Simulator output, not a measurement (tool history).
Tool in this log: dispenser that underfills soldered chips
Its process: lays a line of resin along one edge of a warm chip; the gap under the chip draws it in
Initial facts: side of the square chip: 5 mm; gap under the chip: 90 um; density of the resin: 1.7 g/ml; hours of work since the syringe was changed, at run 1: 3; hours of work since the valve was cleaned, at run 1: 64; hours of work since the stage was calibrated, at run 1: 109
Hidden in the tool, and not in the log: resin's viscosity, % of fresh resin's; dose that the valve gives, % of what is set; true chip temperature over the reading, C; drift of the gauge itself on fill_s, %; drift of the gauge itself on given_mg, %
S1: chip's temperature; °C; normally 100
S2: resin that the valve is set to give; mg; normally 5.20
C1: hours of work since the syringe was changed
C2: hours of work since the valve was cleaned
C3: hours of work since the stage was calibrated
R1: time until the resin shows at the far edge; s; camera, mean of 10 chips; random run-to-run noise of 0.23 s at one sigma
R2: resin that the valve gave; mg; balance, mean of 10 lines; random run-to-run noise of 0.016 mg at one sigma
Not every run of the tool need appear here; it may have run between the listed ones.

run,day,S1,S2,C1,C2,C3,R1,R2
1,0.000,100,5.20,3,64,109,7.0,4.95
# day 0.092: dispensing valve cleaned and set on the balance
# day 0.208: new syringe of resin
2,0.308,113,5.20,2,3,114,4.3,5.19
# day 0.521: new syringe of resin
3,0.604,113,5.20,1,8,119,3.8,5.19
4,0.771,100,5.20,4,11,121,7.6,5.16
# day 0.838: new syringe of resin
5,0.988,100,5.20,3,15,125,7.0,5.15
# day 1.150: new syringe of resin
6,1.204,100,5.20,1,18,128,7.3,5.13
# day 1.479: new syringe of resin
7,1.492,100,5.20,0,23,133,6.6,5.12
8,1.733,100,5.20,4,27,137,8.0,5.10
# day 1.788: new syringe of resin
9,1.950,100,5.20,3,30,141,7.3,5.06
# day 2.125: new syringe of resin
10,2.158,100,5.20,1,34,144,6.3,5.07
# day 2.450: new syringe of resin
11,2.542,87,5.20,2,40,150,12.2,5.02
12,2.742,100,5.68,5,43,154,7.5,5.47
# day 2.771: new syringe of resin
13,2.975,100,5.95,3,47,157,7.5,5.71
# day 3.096: new syringe of resin
14,3.208,91,5.20,2,51,161,10.2,4.99
# day 3.408: new syringe of resin
15,3.442,91,5.20,1,54,165,9.6,4.97
16,3.692,91,5.20,5,59,169,11.8,4.99
# day 3.733: new syringe of resin
# day 4.046: new syringe of resin
17,4.071,100,5.20,0,65,175,6.6,4.91
# day 4.129: dispensing valve cleaned and set on the balance
# day 4.400: new syringe of resin
18,4.400,98,5.20,0,4,180,7.3,5.22
# day 4.721: new syringe of resin
19,4.771,98,4.98,1,10,186,7.2,4.95
# day 5.042: new syringe of resin
20,5.096,99,6.66,1,16,191,6.9,6.57
# day 5.358: new syringe of resin
21,5.362,99,6.66,0,20,195,6.6,6.57
# day 5.679: new syringe of resin
22,5.688,109,5.06,0,25,201,4.4,4.97
# day 5.992: new syringe of resin
23,6.008,109,5.06,0,31,206,4.8,4.95
24,6.217,95,4.83,4,34,209,9.9,4.70
# day 6.300: new syringe of resin
# day 6.625: new syringe of resin
25,6.629,110,4.83,0,41,216,4.7,4.69
# day 6.938: new syringe of resin
26,6.992,110,4.83,1,47,222,5.4,4.69
# day 7.246: new syringe of resin
27,7.396,92,5.61,3,53,229,9.8,5.42
# day 7.571: new syringe of resin
28,7.658,100,4.44,1,58,233,7.3,4.26
# day 7.896: new syringe of resin
29,7.912,100,4.44,0,62,237,7.0,4.25
# day 8.162: dispensing valve cleaned and set on the balance
30,8.171,101,4.64,4,0,241,7.9,4.68
# day 8.267: new syringe of resin
31,8.354,109,4.57,1,3,243,4.9,4.56
# day 8.583: new syringe of resin
32,8.733,96,4.52,3,9,250,9.1,4.49
# day 8.904: new syringe of resin
33,9.046,106,4.54,2,14,255,5.4,4.49
# day 9.229: new syringe of resin
34,9.404,111,4.99,3,20,261,5.1,4.93
# day 9.550: new syringe of resin
35,9.583,98,6.25,1,23,263,7.0,6.15

Branching from run 35: 4 alternative next runs. What would each branch give?
# day 9.858: new syringe of resin
A,9.908,98,5.51,1,28,269,?,?
# day 9.858: new syringe of resin
B,9.908,112,6.10,1,28,269,?,?
# day 9.858: new syringe of resin
C,9.908,93,5.99,1,28,269,?,?
# day 9.858: new syringe of resin
D,9.908,111,5.22,1,28,269,?,?

run,R1,R2
A,7.5,5.42
B,4.3,5.96
C,8.6,5.87
D,4.5,5.09
With the hidden condition removed and each run's random variation left untouched, the same runs would have given:
run,R1,R2
A,6.6,5.53
B,3.8,6.08
C,7.5,5.99
D,4.0,5.20
